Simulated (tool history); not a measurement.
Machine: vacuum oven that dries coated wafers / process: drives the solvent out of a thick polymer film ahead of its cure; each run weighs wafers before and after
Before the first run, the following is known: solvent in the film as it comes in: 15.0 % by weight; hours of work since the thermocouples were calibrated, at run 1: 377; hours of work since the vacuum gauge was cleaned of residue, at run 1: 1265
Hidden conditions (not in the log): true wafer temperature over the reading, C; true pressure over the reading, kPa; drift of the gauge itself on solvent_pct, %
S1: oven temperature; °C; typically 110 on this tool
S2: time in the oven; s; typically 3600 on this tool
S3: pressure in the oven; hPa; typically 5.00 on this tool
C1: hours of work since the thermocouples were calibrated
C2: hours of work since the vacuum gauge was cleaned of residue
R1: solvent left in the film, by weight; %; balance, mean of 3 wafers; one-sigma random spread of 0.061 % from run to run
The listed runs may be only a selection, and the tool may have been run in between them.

run,hour,S1,S2,S3,C1,C2,R1
1,0.0,110,3600,5.00,377,1265,3.82
2,49.1,110,3600,5.00,399,1288,3.82
3,91.9,110,3600,5.00,419,1308,3.86
4,142.4,110,3600,16.53,442,1331,5.90
5,199.3,110,3600,16.53,469,1357,6.03
6,270.9,110,3600,4.23,502,1390,3.60
7,326.6,110,3600,5.00,527,1416,3.74
8,392.9,110,3600,5.00,558,1447,3.75
9,432.6,110,3600,5.00,576,1465,3.76
10,476.9,110,3600,5.00,597,1485,3.81
11,546.6,110,3600,5.00,629,1518,3.90
12,596.4,110,1860,5.00,652,1541,6.35
13,665.6,110,1860,5.00,684,1573,6.14
14,743.5,110,3600,9.18,720,1609,4.57
15,803.9,110,3600,9.18,748,1636,4.53
16,847.7,110,3600,3.98,768,1657,3.62
17,910.1,110,3600,14.19,797,1686,5.59
18,957.0,110,3600,14.19,819,1707,5.48
19,1040.2,110,3600,14.19,857,1746,5.58
20,1116.0,110,3600,5.00,892,1781,3.75
21,1192.9,110,3600,5.00,928,1816,3.67
22,1265.0,122,3600,5.00,961,1850,1.96
23,1301.5,122,3600,5.00,978,1866,2.09
24,1370.0,122,3600,5.00,1009,1898,2.14
25,1414.7,107,3660,5.70,1030,1919,4.45
26,1495.2,119,3660,17.17,1067,1956,4.30
27,1573.6,105,3660,17.17,1104,1992,7.43
28,1612.5,112,1920,5.44,1122,2010,5.85
# hour 1634.9: vacuum gauge cleaned of residue and calibrated
29,1684.3,112,1920,5.44,1154,23,5.34
30,1747.3,107,2820,6.71,1183,52,4.82
31,1790.0,97,2160,5.17,1203,72,7.36
32,1856.0,97,2160,5.17,1233,102,7.49
33,1894.0,110,2520,14.60,1251,120,5.95
34,1947.3,110,2520,14.60,1275,144,5.92
35,1983.9,110,2520,14.60,1292,161,6.07
36,2043.2,101,3600,6.00,1320,189,5.01
37,2115.3,101,3720,16.00,1353,222,6.92
38,2173.5,101,3720,16.00,1380,249,6.97
39,2210.1,109,3300,5.80,1397,266,3.63
# hour 2276.7: oven's thermocouples calibrated
40,2276.9,110,3600,5.62,0,296,3.62
41,2354.0,105,3600,9.58,36,331,5.34
42,2389.1,97,3600,13.41,52,347,8.08
43,2424.3,97,3600,13.41,68,364,8.00
44,2466.6,121,3660,5.00,88,383,1.72
45,2511.2,114,2820,8.70,108,404,4.26
46,2576.8,116,2400,17.39,139,434,5.74

Below are 5 alternative next runs, each starting from the tool's condition after run 46. Predict each:
A,2635.6,97,4080,3.09,166,461,?
B,2635.6,110,4680,5.00,166,461,?
C,2635.6,108,5940,17.39,166,461,?
D,2635.6,108,5580,10.39,166,461,?
E,2635.6,116,2040,17.39,166,461,?

run,R1
A,4.94
B,2.58
C,5.15
D,3.81
E,6.43
With no hidden state in the tool, these same runs would have given:
run,R1
A,4.84
B,2.49
C,5.09
D,3.73
E,6.44
